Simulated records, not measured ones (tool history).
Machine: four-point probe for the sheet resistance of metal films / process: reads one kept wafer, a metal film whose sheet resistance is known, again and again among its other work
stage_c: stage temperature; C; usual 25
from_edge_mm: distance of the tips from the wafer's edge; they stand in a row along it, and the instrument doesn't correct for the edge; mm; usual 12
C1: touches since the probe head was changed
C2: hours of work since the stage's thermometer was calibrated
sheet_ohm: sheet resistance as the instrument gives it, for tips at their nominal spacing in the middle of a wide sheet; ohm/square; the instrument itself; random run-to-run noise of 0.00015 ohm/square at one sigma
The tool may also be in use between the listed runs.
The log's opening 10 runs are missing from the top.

run 11 hour=98.3 | stage_c=25 from_edge_mm=12 | C1=9020 C2=271 | sheet_ohm=0.727126
run 12 hour=110.2 | stage_c=25 from_edge_mm=12 | C1=9444 C2=279 | sheet_ohm=0.726772
run 13 hour=120.1 | stage_c=25 from_edge_mm=12 | C1=9795 C2=285 | sheet_ohm=0.727059
run 14 hour=135.6 | stage_c=25 from_edge_mm=12 | C1=10343 C2=295 | sheet_ohm=0.726754
run 15 hour=144.1 | stage_c=25 from_edge_mm=12 | C1=10644 C2=301 | sheet_ohm=0.72704
run 16 hour=159.8 | stage_c=25 from_edge_mm=12 | C1=11200 C2=311 | sheet_ohm=0.727168
run 17 hour=175.5 | stage_c=20 from_edge_mm=45 | C1=11756 C2=321 | sheet_ohm=0.726688
run 18 hour=188.1 | stage_c=20 from_edge_mm=4 | C1=12201 C2=329 | sheet_ohm=0.749927
run 19 hour=197.7 | stage_c=20 from_edge_mm=4 | C1=12542 C2=335 | sheet_ohm=0.750032
run 20 hour=209.6 | stage_c=23 from_edge_mm=4 | C1=12964 C2=343 | sheet_ohm=0.748616
run 21 hour=222.1 | stage_c=23 from_edge_mm=4 | C1=13405 C2=351 | sheet_ohm=0.748866
run 22 hour=229.3 | stage_c=27 from_edge_mm=7 | C1=13661 C2=355 | sheet_ohm=0.731425
run 23 hour=244.8 | stage_c=23 from_edge_mm=26 | C1=14209 C2=365 | sheet_ohm=0.725898
run 24 hour=258.6 | stage_c=23 from_edge_mm=9 | C1=14698 C2=374 | sheet_ohm=0.730217
run 25 hour=269.3 | stage_c=32 from_edge_mm=24 | C1=15077 C2=381 | sheet_ohm=0.722229
run 26 hour=277.1 | stage_c=32 from_edge_mm=24 | C1=15352 C2=386 | sheet_ohm=0.722422
run 27 hour=287.5 | stage_c=32 from_edge_mm=24 | C1=15719 C2=393 | sheet_ohm=0.722202
run 28 hour=298.9 | stage_c=23 from_edge_mm=29 | C1=16125 C2=400 | sheet_ohm=0.725568
run 29 hour=311.3 | stage_c=24 from_edge_mm=6 | C1=16565 C2=408 | sheet_ohm=0.735371
run 30 hour=322.3 | stage_c=32 from_edge_mm=17 | C1=16952 C2=415 | sheet_ohm=0.722879
run 31 hour=330.5 | stage_c=32 from_edge_mm=17 | C1=17244 C2=420 | sheet_ohm=0.722539
run 32 hour=337.5 | stage_c=25 from_edge_mm=46 | C1=17490 C2=425 | sheet_ohm=0.724696

Branching from run 32: 3 alternative next runs. What would each branch give?
run A hour=349.3 | stage_c=30 from_edge_mm=59 | C1=17910 C2=432 | sheet_ohm=?
run B hour=349.3 | stage_c=25 from_edge_mm=49 | C1=17910 C2=432 | sheet_ohm=?
run C hour=349.3 | stage_c=32 from_edge_mm=5 | C1=17910 C2=432 | sheet_ohm=?

run=A sheet_ohm=0.722393
run=B sheet_ohm=0.724546
run=C sheet_ohm=0.736747
Had the tool no hidden state, the same runs would have come out as:
run=A sheet_ohm=0.722364
run=B sheet_ohm=0.724517
run=C sheet_ohm=0.736718
